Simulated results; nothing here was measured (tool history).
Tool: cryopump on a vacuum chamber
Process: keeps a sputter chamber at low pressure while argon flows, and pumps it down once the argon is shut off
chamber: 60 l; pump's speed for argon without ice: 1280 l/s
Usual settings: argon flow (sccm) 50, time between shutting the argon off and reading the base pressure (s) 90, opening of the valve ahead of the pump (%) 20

run,hour,argon flow (sccm),time between shutting the argon off and reading the base pressure (s),opening of the valve ahead of the pump (%),pressure while argon flows (Pa),pressure after the wait (uPa)
1,0.0,50,90,20,0.3359,2.95
2,64.8,50,32,20,0.3388,5.01
3,116.2,50,32,20,0.3390,5.16
4,156.2,50,32,20,0.3384,5.22
5,216.2,50,32,20,0.3416,5.20
6,259.9,50,32,20,0.3373,5.17
7,305.4,50,25,20,0.3424,6.45
8,336.4,50,25,20,0.3434,6.29
9,371.7,50,25,20,0.3429,6.39

Forecast run 10:
10,401.7,50,171,21,?,?

Run 10 gave pressure while argon flows (Pa) 0.3280, pressure after the wait (uPa) 2.56.
Without the tool's hidden state the same run would have given pressure while argon flows (Pa) 0.3149, pressure after the wait (uPa) 0.84.
